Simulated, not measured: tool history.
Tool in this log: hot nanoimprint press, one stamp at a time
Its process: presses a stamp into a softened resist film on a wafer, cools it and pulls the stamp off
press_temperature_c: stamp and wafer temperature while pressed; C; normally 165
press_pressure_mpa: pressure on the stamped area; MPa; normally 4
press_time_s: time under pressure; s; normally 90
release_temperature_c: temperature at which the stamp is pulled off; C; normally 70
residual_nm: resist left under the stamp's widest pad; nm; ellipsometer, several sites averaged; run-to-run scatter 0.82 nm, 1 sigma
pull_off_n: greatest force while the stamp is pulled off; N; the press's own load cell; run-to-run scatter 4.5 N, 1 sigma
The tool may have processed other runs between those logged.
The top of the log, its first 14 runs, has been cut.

run	hour	press_temperature_c	press_pressure_mpa	press_time_s	release_temperature_c	hours of work since the thermocouple was calibrated	imprints on the stamp's release coat	hours of work since the press's seals were changed	residual_nm	pull_off_n
15	337.8	165	4	90	70	285	437	427	105.3	235
16	359.4	165	4	90	70	299	495	442	105	237
17	386.2	165	4	90	70	316	566	459	104.2	234
# hour 398.4: plate thermocouple calibrated
18	410.4	165	4	90	70	8	623	473	110.6	237
19	425.1	165	4	90	70	18	662	483	109.2	245
20	443.4	174	4	90	70	30	711	495	71.1	241
21	462.6	174	4	90	70	42	762	508	70	239
22	483.7	174	4	90	70	56	819	521	70.9	240
23	518.8	174	4	90	70	79	913	545	70	252
24	550.7	174	4	45	65	100	998	566	92.1	277
25	574.7	174	4	45	65	116	1062	581	93.6	275
26	593.5	174	4	132	65	128	1112	594	58.4	269
27	621.5	165	4	90	64	147	1187	612	106.9	279

Forecast run 28:
# hour 629.8: stamp cleaned and given a new release coat
28	663.6	165	2.79	121	77	170	90	636	?	?

Run 28 yielded residual_nm 111.5 nm, pull_off_n 194 N.
The same run, on a tool lacking any hidden state, would have yielded residual_nm 113.7 nm, pull_off_n 194 N.
